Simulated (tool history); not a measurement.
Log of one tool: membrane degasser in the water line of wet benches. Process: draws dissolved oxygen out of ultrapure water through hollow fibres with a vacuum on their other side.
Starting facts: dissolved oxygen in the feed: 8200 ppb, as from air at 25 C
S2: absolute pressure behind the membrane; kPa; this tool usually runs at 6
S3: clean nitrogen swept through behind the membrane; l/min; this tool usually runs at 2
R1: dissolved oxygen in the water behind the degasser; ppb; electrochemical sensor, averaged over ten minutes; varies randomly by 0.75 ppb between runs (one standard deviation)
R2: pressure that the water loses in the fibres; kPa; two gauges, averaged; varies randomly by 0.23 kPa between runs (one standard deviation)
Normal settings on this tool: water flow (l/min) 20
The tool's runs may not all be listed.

{"run": 1, "hour": 0.0, "water flow (l/min)": 20, "S2": 6, "S3": 2, "R1": 69, "R2": 57.53}
{"run": 2, "hour": 70.8, "water flow (l/min)": 20, "S2": 6, "S3": 2, "R1": 68.6, "R2": 57.22}
{"run": 3, "hour": 203.0, "water flow (l/min)": 20, "S2": 6, "S3": 2, "R1": 68.9, "R2": 57.91}
{"run": 4, "hour": 367.2, "water flow (l/min)": 20, "S2": 6, "S3": 2, "R1": 67.5, "R2": 57.13}
{"run": 5, "hour": 530.8, "water flow (l/min)": 20, "S2": 6, "S3": 2, "R1": 68.4, "R2": 57.61}
{"run": 6, "hour": 606.7, "water flow (l/min)": 20, "S2": 6, "S3": 5.14, "R1": 29.8, "R2": 57.92}
{"run": 7, "hour": 708.0, "water flow (l/min)": 20, "S2": 6, "S3": 5.14, "R1": 28.4, "R2": 57.76}
{"run": 8, "hour": 821.6, "water flow (l/min)": 20, "S2": 6, "S3": 1.76, "R1": 77.9, "R2": 58.09}
{"run": 9, "hour": 952.2, "water flow (l/min)": 20, "S2": 6, "S3": 1.76, "R1": 77.2, "R2": 57}
{"run": 10, "hour": 1026.7, "water flow (l/min)": 20, "S2": 6, "S3": 1.76, "R1": 75.5, "R2": 57.52}
{"run": 11, "hour": 1116.5, "water flow (l/min)": 20, "S2": 6, "S3": 2.17, "R1": 62.9, "R2": 57.21}
{"run": 12, "hour": 1199.2, "water flow (l/min)": 20, "S2": 6, "S3": 2.17, "R1": 63.3, "R2": 57.72}
{"hour": 1226.6, "done": "seals of the vacuum lines changed"}
{"run": 13, "hour": 1284.1, "water flow (l/min)": 17, "S2": 9.14, "S3": 2.13, "R1": 111.8, "R2": 48.68}
{"hour": 1312.0, "done": "vacuum gauge calibrated"}
{"run": 14, "hour": 1372.8, "water flow (l/min)": 28, "S2": 4.66, "S3": 1.83, "R1": 57.2, "R2": 80.59}
{"run": 15, "hour": 1518.2, "water flow (l/min)": 28, "S2": 4.66, "S3": 1.83, "R1": 58.1, "R2": 80.52}
{"run": 16, "hour": 1633.5, "water flow (l/min)": 28, "S2": 8.99, "S3": 1.48, "R1": 246.5, "R2": 80.57}
{"run": 17, "hour": 1727.4, "water flow (l/min)": 28, "S2": 8.99, "S3": 1.48, "R1": 243.1, "R2": 80.59}

Each row is a separate what-if for the run after 17, all from the same tool condition, not one after another. Results?
{"run": "A", "hour": 1869.7, "water flow (l/min)": 18, "S2": 8.99, "S3": 0.96, "R1": "?", "R2": "?"}
{"run": "B", "hour": 1869.7, "water flow (l/min)": 20, "S2": 11.01, "S3": 5.44, "R1": "?", "R2": "?"}
{"run": "C", "hour": 1869.7, "water flow (l/min)": 29, "S2": 8.99, "S3": 1.97, "R1": "?", "R2": "?"}

run=A R1=241.6 R2=51.7
run=B R1=72.5 R2=57.06
run=C R1=199.6 R2=82.87
Take away the tool's hidden state, keep each run's random variation, and the runs would have read:
run=A R1=241.6 R2=51.69
run=B R1=72.5 R2=57.04
run=C R1=199.5 R2=82.85
